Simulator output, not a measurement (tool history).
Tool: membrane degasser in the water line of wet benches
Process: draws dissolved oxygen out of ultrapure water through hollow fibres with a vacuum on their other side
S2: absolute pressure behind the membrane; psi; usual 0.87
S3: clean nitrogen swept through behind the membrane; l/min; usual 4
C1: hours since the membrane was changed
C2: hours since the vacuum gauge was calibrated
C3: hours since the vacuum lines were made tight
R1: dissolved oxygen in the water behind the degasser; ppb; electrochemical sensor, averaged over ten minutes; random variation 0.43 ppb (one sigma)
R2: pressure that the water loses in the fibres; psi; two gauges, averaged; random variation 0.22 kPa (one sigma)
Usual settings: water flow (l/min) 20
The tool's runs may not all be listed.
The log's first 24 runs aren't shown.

Run 25, day 226.942: usual settings but water flow (l/min) 19, S2 1.762 psi, S3 3.83 l/min; C1 9562; C2 3262; C3 4409. Result: R1 113.5 ppb, R2 7.603 psi.
Run 26, day 234.496: usual settings but water flow (l/min) 23, S2 0.542 psi, S3 6.13 l/min; C1 9743; C2 3443; C3 4590. Result: R1 25.4 ppb, R2 9.246 psi.
At day 244.017: vacuum gauge calibrated.
Run 27, day 245.662: usual settings but water flow (l/min) 16, S2 1.55 psi, S3 8.92 l/min; C1 10011; C2 40; C3 4857. Result: R1 35.3 ppb, R2 6.422 psi.
Run 28, day 253.658: usual settings but water flow (l/min) 13, S2 1.55 psi, S3 9.5 l/min; C1 10203; C2 231; C3 5049. Result: R1 25.7 ppb, R2 5.269 psi.
Run 29, day 262.012: usual settings but water flow (l/min) 23, S3 2.15 l/min; C1 10403; C2 432; C3 5250. Result: R1 90.9 ppb, R2 9.233 psi.
Run 30, day 269.688: usual settings but water flow (l/min) 22, S3 3.65 l/min; C1 10588; C2 616; C3 5434. Result: R1 57.3 ppb, R2 8.831 psi.
Run 31, day 280.525: usual settings but water flow (l/min) 22, S3 8.42 l/min; C1 10848; C2 876; C3 5694. Result: R1 34.2 ppb, R2 8.801 psi.
Run 32, day 287.904: usual settings but water flow (l/min) 31, S2 1.233 psi; C1 11025; C2 1053; C3 5871. Result: R1 173.9 ppb, R2 12.393 psi.

Forecast each of these 4 alternatives for the next run:
Run A, day 295.492: usual settings but water flow (l/min) 24, S2 0.944 psi, S3 2.04 l/min; C1 11207; C2 1235; C3 6053. Result: R1 ?, R2 ?.
Run B, day 295.492: usual settings but water flow (l/min) 26, S2 0.682 psi; C1 11207; C2 1235; C3 6053. Result: R1 ?, R2 ?.
Run C, day 295.492: usual settings but water flow (l/min) 22, S2 1.233 psi, S3 2.62 l/min; C1 11207; C2 1235; C3 6053. Result: R1 ?, R2 ?.
Run D, day 295.492: usual settings but water flow (l/min) 23, S2 1.198 psi; C1 11207; C2 1235; C3 6053. Result: R1 ?, R2 ?.

run     R1      R2
  A  116.8   9.662
  B   59.2  10.415
  C  119.5   8.833
  D   90.6   9.288
Without the tool's hidden state the same runs would have given:
run     R1      R2
  A  116.7   9.652
  B   58.9  10.404
  C  119.4   8.824
  D   90.4   9.278
